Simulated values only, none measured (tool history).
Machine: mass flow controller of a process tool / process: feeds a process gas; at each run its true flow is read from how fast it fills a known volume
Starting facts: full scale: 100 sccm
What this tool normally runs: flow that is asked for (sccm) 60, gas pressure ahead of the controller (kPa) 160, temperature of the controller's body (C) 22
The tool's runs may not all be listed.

| run | hour | flow that is asked for (sccm) | gas pressure ahead of the controller (kPa) | temperature of the controller's body (C) | true flow (%) |
|---|---|---|---|---|---|
| 1 | 0.0 | 60 | 160 | 22 | 99.35 |
| 2 | 54.8 | 60 | 160 | 22 | 99.28 |
| 3 | 139.8 | 60 | 160 | 22 | 99.21 |
| 4 | 207.1 | 60 | 160 | 22 | 99.07 |
| 5 | 307.7 | 60 | 160 | 22 | 99.12 |
| 6 | 424.0 | 60 | 160 | 22 | 98.99 |
| 7 | 499.4 | 60 | 160 | 22 | 99.06 |
| 8 | 576.1 | 60 | 160 | 22 | 98.94 |
| 9 | 690.6 | 60 | 160 | 22 | 98.85 |
| 10 | 758.2 | 60 | 172 | 22 | 98.93 |
| 11 | 839.2 | 20 | 172 | 22 | 98.16 |
| 12 | 901.2 | 72 | 160 | 22 | 98.96 |
| 13 | 1014.0 | 72 | 160 | 22 | 99.00 |
| 14 | 1091.4 | 60 | 160 | 20 | 98.83 |
| 15 | 1152.2 | 60 | 160 | 20 | 98.64 |
| 16 | 1211.8 | 60 | 160 | 20 | 98.78 |
| 17 | 1267.9 | 60 | 160 | 31 | 97.64 |
| 18 | 1326.8 | 60 | 160 | 31 | 97.59 |
| 19 | 1440.3 | 60 | 160 | 31 | 97.59 |
| 20 | 1498.9 | 60 | 160 | 31 | 97.38 |
| 21 | 1553.2 | 60 | 160 | 31 | 97.54 |
| 22 | 1613.1 | 60 | 160 | 31 | 97.52 |
| 23 | 1677.5 | 60 | 160 | 31 | 97.43 |
| 24 | 1748.3 | 60 | 160 | 31 | 97.34 |
| 25 | 1807.8 | 24 | 242 | 22 | 98.11 |
| 26 | 1862.1 | 24 | 242 | 22 | 98.07 |
| 27 | 1959.3 | 24 | 173 | 22 | 97.76 |
| 28 | 2074.3 | 60 | 210 | 28 | 97.74 |
| 29 | 2166.0 | 14 | 160 | 38 | 95.64 |
| 30 | 2233.9 | 29 | 249 | 22 | 98.16 |
| 31 | 2293.9 | 22 | 160 | 31 | 96.37 |
| 32 | 2391.6 | 22 | 217 | 31 | 96.74 |
| 33 | 2442.6 | 45 | 196 | 22 | 97.91 |
|  | 2521.8 | gauge calibrated |
| 34 | 2553.2 | 22 | 196 | 22 | 98.89 |
| 35 | 2667.4 | 22 | 196 | 22 | 98.79 |
| 36 | 2764.9 | 25 | 184 | 36 | 97.14 |
| 37 | 2825.9 | 50 | 212 | 21 | 99.40 |
| 38 | 2918.6 | 50 | 212 | 21 | 99.41 |
| 39 | 2976.6 | 50 | 212 | 21 | 99.16 |
| 40 | 3088.9 | 15 | 241 | 32 | 97.81 |
| 41 | 3148.2 | 82 | 150 | 28 | 98.63 |
| 42 | 3241.6 | 25 | 253 | 28 | 98.36 |
| 43 | 3345.6 | 12 | 253 | 38 | 96.97 |
| 44 | 3423.1 | 12 | 253 | 38 | 96.98 |
| 45 | 3493.3 | 54 | 190 | 31 | 97.78 |
| 46 | 3568.0 | 21 | 163 | 40 | 96.16 |
| 47 | 3621.3 | 22 | 163 | 40 | 96.11 |

Branching from run 47: 4 alternative next runs. What would each branch give?
| A | 3709.3 | 49 | 243 | 33 | ? |
| B | 3709.3 | 18 | 160 | 21 | ? |
| C | 3709.3 | 60 | 164 | 36 | ? |
| D | 3709.3 | 52 | 178 | 26 | ? |

| run | true flow (%) |
|---|---|
| A | 97.88 |
| B | 97.99 |
| C | 97.07 |
| D | 98.21 |
Without the tool's unlogged condition, the same runs would have read:
| run | true flow (%) |
|---|---|
| A | 98.57 |
| B | 98.68 |
| C | 97.76 |
| D | 98.90 |
